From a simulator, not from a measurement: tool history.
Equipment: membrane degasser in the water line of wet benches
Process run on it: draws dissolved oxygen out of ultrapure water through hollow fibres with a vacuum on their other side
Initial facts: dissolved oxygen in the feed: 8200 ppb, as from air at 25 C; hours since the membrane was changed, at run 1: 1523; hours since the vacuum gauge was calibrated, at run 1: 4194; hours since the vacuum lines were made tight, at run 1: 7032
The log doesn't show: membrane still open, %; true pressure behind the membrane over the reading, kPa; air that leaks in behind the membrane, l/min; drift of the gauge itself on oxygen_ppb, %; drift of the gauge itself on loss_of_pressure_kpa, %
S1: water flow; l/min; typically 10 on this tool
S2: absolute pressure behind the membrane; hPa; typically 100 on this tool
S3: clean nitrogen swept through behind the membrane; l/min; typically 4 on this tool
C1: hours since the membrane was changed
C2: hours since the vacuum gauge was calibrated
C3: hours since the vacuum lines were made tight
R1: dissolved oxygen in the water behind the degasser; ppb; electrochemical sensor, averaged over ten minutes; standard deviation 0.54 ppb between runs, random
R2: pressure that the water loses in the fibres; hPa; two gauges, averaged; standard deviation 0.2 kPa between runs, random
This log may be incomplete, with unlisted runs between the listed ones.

run,hour,S1,S2,S3,C1,C2,C3,R1,R2
1,0,10,100,4,1523,4194,7032,48.6,415.7
2,74.5,10,100,4,1598,4268,7107,47.5,418.3
3,168.5,10,100,4,1692,4362,7201,47.6,420.3
4,265.8,10,100,4,1789,4459,7298,47.5,420.2
5,381.1,10,100,4,1904,4575,7413,47.8,419.4
6,488.6,10,100,4,2012,4682,7521,48.1,417.7
7,578.3,7,100,4,2101,4772,7611,31.8,295.4
8,684.6,13,100,4,2208,4878,7717,71.5,544.7
9,796.4,13,100,4,2319,4990,7829,71.4,544.1
10,853.6,13,100,4,2377,5047,7886,72.4,544.7
11,949.3,10,100,4,2472,5143,7982,48.8,416.9
12,1071.1,10,100,4,2594,5265,8103,47.4,420.6
13,1173.2,9,108,4,2696,5367,8205,47.1,378.7
14,1275,9,108,4,2798,5469,8307,46,377.8
15,1347.1,9,108,3.1,2870,5541,8379,58.9,375.3
16,1449.2,9,108,3.1,2972,5643,8482,59.4,378.3
17,1573.8,9,145,8.31,3097,5767,8606,34.3,378.5
18,1692.6,9,100,11.98,3216,5886,8725,15.8,379.5
19,1807.6,9,100,11.98,3331,6001,8840,15.7,379.2
20,1912.7,8,68,7.36,3436,6106,8945,11.6,335.9
21,1985,7,100,2.35,3508,6179,9017,55,294.1
22,2057.2,12,194,4,3580,6251,9090,135,508.2
23,2137.3,12,194,4,3660,6331,9170,136.8,511.4

Here are 5 independent what-if runs from the current tool condition. What would each one return?
A,2204.5,12,194,3.42,3728,6398,9237,?,?
B,2204.5,10,130,4,3728,6398,9237,?,?
C,2204.5,8,187,4,3728,6398,9237,?,?
D,2204.5,10,250,4,3728,6398,9237,?,?
E,2204.5,7,194,4,3728,6398,9237,?,?

run,R1,R2
A,155.3,506.4
B,69.5,422.8
C,85.5,336
D,142.4,420.5
E,77.3,297.6
Take away the tool's hidden state, keep each run's random variation, and the runs would have read:
run,R1,R2
A,146.5,498.3
B,64.4,416.1
C,78.9,330.6
D,133.5,413.8
E,70.6,292.9

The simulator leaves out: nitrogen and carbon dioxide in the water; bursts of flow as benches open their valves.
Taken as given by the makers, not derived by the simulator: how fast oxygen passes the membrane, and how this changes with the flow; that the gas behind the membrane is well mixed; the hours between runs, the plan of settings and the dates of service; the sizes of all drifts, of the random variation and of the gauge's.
